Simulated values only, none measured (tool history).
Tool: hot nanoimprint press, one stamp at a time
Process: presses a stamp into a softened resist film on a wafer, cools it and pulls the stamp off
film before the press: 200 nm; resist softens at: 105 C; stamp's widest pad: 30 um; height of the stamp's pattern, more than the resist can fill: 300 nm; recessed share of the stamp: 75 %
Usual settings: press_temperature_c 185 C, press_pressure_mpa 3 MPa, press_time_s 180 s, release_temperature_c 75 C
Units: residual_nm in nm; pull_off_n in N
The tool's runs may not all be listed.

run	hour	press_temperature_c	press_pressure_mpa	press_time_s	release_temperature_c	residual_nm	pull_off_n
1	0	185	3	180	75	106.4	140
2	8.2	185	3	180	75	106.5	146
3	17.8	185	3	180	75	106.1	145
4	24.5	185	3	180	75	106.7	145
5	35.8	185	3	180	75	105.9	146
6	45.7	185	3	180	75	106.1	148
7	53.2	185	3	180	75	106.2	148
8	62.6	197	3	180	75	62.8	150
9	69.6	197	3	180	75	63.4	149
10	80.3	185	3	292	75	88.2	151
11	86.4	185	3	292	75	90	149
12	92.9	185	3	180	75	104.8	156
13	103.6	185	3	180	75	105	153
14	109.9	185	3	180	75	105.3	149
15	118.2	185	3	359	75	82.4	154
16	129.4	195	2.95	228	76	62.6	152
17	138.1	195	2.95	228	76	62.3	160
18	147	183	2.95	245	76	102.6	157
19	157.8	185	3	105	75	125	154
# hour 167: plate thermocouple calibrated
20	172.1	185	3	122	75	128.4	162
21	182.2	185	3	122	75	126.4	166
22	191.3	185	3	122	75	127.4	160
23	196.3	186	3	157	73	114.5	163
24	205.2	186	3	157	73	113.6	169
25	213.3	185	3	316	81	92.6	154
26	225.1	185	3	316	81	93.8	160
27	234.6	193	2.24	194	61	89.9	182
28	241.8	182	2.08	125	78	152.6	165
29	248.5	182	2.08	125	78	154.7	166

5 ways to go on from here, each from the tool as it stands after run 29. What would each give?
A	259	182	2.08	286	65	?	?
B	259	180	2.08	245	78	?	?
C	259	174	2.01	125	71	?	?
D	259	182	2.08	360	78	?	?
E	259	182	3.67	349	60	?	?

run	residual_nm	pull_off_n
A	126.7	182
B	139.9	176
C	181.1	170
D	118.4	168
E	93.8	186
Without the tool's hidden state the same runs would have given:
run	residual_nm	pull_off_n
A	126.8	116
B	140	112
C	181.2	108
D	118.5	107
E	93.4	118
